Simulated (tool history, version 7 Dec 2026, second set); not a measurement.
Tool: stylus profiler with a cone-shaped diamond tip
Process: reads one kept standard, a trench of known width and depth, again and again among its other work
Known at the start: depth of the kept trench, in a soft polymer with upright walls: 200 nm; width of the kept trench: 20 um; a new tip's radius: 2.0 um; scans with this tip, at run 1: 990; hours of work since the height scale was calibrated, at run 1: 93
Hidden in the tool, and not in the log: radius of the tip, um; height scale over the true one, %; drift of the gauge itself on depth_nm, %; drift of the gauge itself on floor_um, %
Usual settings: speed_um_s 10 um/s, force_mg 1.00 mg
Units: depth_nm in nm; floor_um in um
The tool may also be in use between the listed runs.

run	hour	speed_um_s	force_mg	scans with this tip	hours of work since the height scale was calibrated	depth_nm	floor_um
1	0.0	10	1.00	990	93	201.77	18.02
2	72.8	10	2.44	1457	137	203.27	18.02
3	148.9	10	2.19	1945	183	202.94	18.02
4	248.1	10	2.19	2582	244	203.07	17.88
5	368.1	10	2.19	3352	316	203.05	17.84
6	476.6	10	2.88	4049	382	203.89	17.83
7	553.1	10	2.88	4540	428	203.78	17.72
8	645.2	10	2.88	5131	484	203.86	17.65
9	737.4	27	1.00	5723	540	202.07	17.44
10	807.3	27	1.00	6171	582	202.21	17.41
11	923.2	27	1.00	6916	652	202.14	17.30
12	1010.6	27	1.00	7477	705	202.18	17.29
13	1063.2	27	1.00	7814	737	202.21	17.21
14	1179.3	27	1.00	8559	807	202.28	17.21
15	1295.7	40	0.64	9306	878	201.76	17.00
16	1414.4	2	0.64	10069	950	202.10	17.30
17	1534.1	9	0.99	10837	1022	202.36	17.19
18	1638.2	14	0.99	11505	1085	202.41	17.09
19	1749.7	3	0.99	12221	1153	202.45	17.17

Run 20 comes next. What will it give?
20	1832.7	18	0.46	12754	1203	?	?

depth_nm: 201.60 nm
floor_um: 16.89 um
Without the tool's hidden state the same run would have given depth_nm 200.87 nm, floor_um 18.02 um.
